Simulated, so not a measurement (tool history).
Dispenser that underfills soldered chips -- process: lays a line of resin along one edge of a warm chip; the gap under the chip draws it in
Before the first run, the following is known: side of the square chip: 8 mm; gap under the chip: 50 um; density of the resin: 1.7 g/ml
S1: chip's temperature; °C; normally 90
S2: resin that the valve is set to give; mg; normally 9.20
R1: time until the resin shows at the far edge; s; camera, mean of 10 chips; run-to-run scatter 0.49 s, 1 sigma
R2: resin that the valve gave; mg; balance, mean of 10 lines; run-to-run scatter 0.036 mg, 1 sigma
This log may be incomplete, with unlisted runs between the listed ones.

run,day,S1,S2,R1,R2
1,0.000,90,9.20,44.1,8.94
# day 0.446: new syringe of resin
2,0.654,90,11.30,48.7,10.90
# day 0.988: new syringe of resin
3,1.188,90,11.30,47.1,10.82
# day 1.550: new syringe of resin
# day 1.683: dispensing valve cleaned and set on the balance
4,1.683,90,9.20,43.6,9.21
# day 2.183: new syringe of resin
5,2.200,90,8.64,40.9,8.58
6,2.596,90,8.64,59.3,8.52
# day 2.742: new syringe of resin
7,2.971,90,9.20,49.2,9.13
# day 3.283: new syringe of resin
8,3.592,90,9.20,53.2,9.05
# day 3.858: new syringe of resin
9,3.933,90,11.20,42.8,10.90
# day 4.429: new syringe of resin
10,4.546,90,9.20,43.6,8.94
# day 5.021: new syringe of resin
11,5.054,90,9.20,41.3,8.91
# day 5.567: new syringe of resin
12,5.692,90,9.20,46.7,8.87
# day 6.108: new syringe of resin
13,6.233,86,10.79,52.3,10.26
# day 6.338: dispensing valve cleaned and set on the balance
# day 6.696: new syringe of resin
14,6.942,86,10.79,58.2,10.70
# day 7.250: new syringe of resin
15,7.296,86,10.79,50.1,10.63
16,7.575,86,10.79,65.7,10.74
# day 7.825: new syringe of resin
17,8.046,90,11.01,49.8,10.86
# day 8.375: new syringe of resin
18,8.375,92,11.01,36.3,10.74
# day 8.946: new syringe of resin
19,8.983,80,8.26,69.1,7.99
20,9.433,75,11.25,131.4,10.95
# day 9.517: new syringe of resin
21,9.750,88,11.96,53.5,11.53
# day 10.058: new syringe of resin
22,10.288,84,10.80,65.7,10.42
# day 10.604: new syringe of resin
23,10.883,78,11.68,91.7,11.20

5 options for the next run, each taken on its own from the tool as it stands now. Forecast them:
# day 10.962: dispensing valve cleaned and set on the balance
# day 11.183: new syringe of resin
A,11.542,92,11.99,?,?
# day 10.962: dispensing valve cleaned and set on the balance
# day 11.183: new syringe of resin
B,11.542,94,9.01,?,?
# day 10.962: dispensing valve cleaned and set on the balance
# day 11.183: new syringe of resin
C,11.542,81,9.20,?,?
# day 10.962: dispensing valve cleaned and set on the balance
# day 11.183: new syringe of resin
D,11.542,98,8.66,?,?
# day 10.962: dispensing valve cleaned and set on the balance
# day 11.183: new syringe of resin
E,11.542,76,10.19,?,?

run,R1,R2
A,50.6,11.89
B,47.5,8.97
C,87.8,9.14
D,39.4,8.68
E,112.9,10.18
The same runs, with their run-to-run variation unchanged, on a tool lacking any hidden condition would have given:
run,R1,R2
A,34.3,11.95
B,32.3,9.02
C,59.5,9.18
D,26.9,8.72
E,76.2,10.23

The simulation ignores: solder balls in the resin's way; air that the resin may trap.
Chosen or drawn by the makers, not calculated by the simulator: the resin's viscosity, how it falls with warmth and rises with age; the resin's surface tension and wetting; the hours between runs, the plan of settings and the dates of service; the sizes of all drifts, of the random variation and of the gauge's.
